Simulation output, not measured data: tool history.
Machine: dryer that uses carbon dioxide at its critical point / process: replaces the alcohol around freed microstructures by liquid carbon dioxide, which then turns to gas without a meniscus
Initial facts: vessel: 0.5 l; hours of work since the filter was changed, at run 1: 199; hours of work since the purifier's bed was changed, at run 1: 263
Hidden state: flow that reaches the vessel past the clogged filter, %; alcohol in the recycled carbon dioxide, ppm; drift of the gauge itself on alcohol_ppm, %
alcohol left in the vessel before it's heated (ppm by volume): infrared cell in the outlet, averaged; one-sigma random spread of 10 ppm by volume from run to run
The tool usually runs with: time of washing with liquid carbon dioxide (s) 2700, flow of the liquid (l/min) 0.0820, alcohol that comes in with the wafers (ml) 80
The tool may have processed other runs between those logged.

run	hour	time of washing with liquid carbon dioxide (s)	flow of the liquid (l/min)	alcohol that comes in with the wafers (ml)	hours of work since the filter was changed	hours of work since the purifier's bed was changed	alcohol left in the vessel before it's heated (ppm by volume)
1	0.0	2700	0.0820	80	199	263	823
2	45.6	2700	0.0820	80	226	290	871
3	84.1	2700	0.0820	80	248	313	901
# hour 105.0: inlet filter changed
4	128.6	2820	0.0820	80	14	339	545
5	179.4	2820	0.0820	80	44	369	545
6	208.8	2820	0.0820	80	62	386	600
7	271.5	2820	0.0820	80	99	424	594
8	315.2	2820	0.0820	80	125	449	636
9	376.0	2460	0.0592	80	161	486	4563
10	419.5	2460	0.0592	80	187	511	4682
11	479.9	2340	0.1372	40	223	547	146
12	528.0	2100	0.0655	80	251	576	6088
# hour 544.0: inlet filter changed
13	556.1	3300	0.0809	80	7	592	301

For run 14, what comes out?
14	587.2	3300	0.0809	80	26	610	?

alcohol left in the vessel before it's heated (ppm by volume): 310
Take away the tool's hidden state, keep the run-to-run variation as it was, and the same run would have given alcohol left in the vessel before it's heated (ppm by volume) 191.
